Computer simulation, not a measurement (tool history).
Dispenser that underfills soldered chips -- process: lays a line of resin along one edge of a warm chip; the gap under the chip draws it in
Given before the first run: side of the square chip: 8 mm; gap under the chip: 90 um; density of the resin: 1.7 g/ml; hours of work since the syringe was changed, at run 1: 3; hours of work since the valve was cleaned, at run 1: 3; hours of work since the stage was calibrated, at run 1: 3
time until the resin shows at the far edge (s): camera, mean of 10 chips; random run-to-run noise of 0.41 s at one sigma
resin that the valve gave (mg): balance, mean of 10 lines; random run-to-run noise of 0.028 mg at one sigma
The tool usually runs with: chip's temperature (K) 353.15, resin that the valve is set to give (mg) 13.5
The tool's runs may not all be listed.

run  hour  chip's temperature (K)  resin that the valve is set to give (mg)  hours of work since the syringe was changed  hours of work since the valve was cleaned  hours of work since the stage was calibrated  time until the resin shows at the far edge (s)  resin that the valve gave (mg)
  1   0.0                  353.15                                      13.5                                            3                                          3                                             3                                            31.3                           13.44
  2   2.4                  347.15                                      13.5                                            5                                          5                                             5                                            45.3                           13.45
  3   6.5                  347.15                                      13.5                                            8                                          8                                             8                                            54.2                           13.42
      7.3  -- new syringe of resin
  4  12.1                  347.15                                      13.5                                            4                                         12                                            12                                            43.9                           13.34
     17.6  -- new syringe of resin
  5  17.8                  347.15                                      13.5                                            0                                         16                                            16                                            36.3                           13.35
  6  20.2                  353.15                                      13.5                                            2                                         18                                            18                                            32.0                           13.31
  7  24.1                  353.15                                      13.5                                            5                                         21                                            21                                            35.9                           13.31
     28.3  -- new syringe of resin
  8  28.7                  353.15                                      14.2                                            0                                         25                                            25                                            27.8                           13.94
  9  31.9                  353.15                                      14.2                                            3                                         27                                            27                                            31.9                           13.92
 10  34.5                  353.15                                      14.2                                            5                                         30                                            30                                            35.6                           13.92
     39.0  -- new syringe of resin
 11  39.7                  353.15                                      14.2                                            1                                         33                                            33                                            28.3                           13.90
 12  44.3                  353.15                                      14.2                                            4                                         37                                            37                                            34.5                           13.76
 13  46.9                  353.15                                      14.2                                            6                                         39                                            39                                            38.3                           13.82
     49.4  -- new syringe of resin
 14  50.5                  353.15                                      13.5                                            1                                         42                                            42                                            28.5                           13.08

Estimate the outcome of run 15 from the log above:
 15  54.1                  362.15                                      13.5                                            4                                         45                                            45                                               ?                               ?

{"run 15": {"time until the resin shows at the far edge (s)": 23.6, "resin that the valve gave (mg)": 13.07}}
Take away the tool's hidden state, keep the run-to-run variation as it was, and the same run would have given time until the resin shows at the far edge (s) 19.1, resin that the valve gave (mg) 13.49.

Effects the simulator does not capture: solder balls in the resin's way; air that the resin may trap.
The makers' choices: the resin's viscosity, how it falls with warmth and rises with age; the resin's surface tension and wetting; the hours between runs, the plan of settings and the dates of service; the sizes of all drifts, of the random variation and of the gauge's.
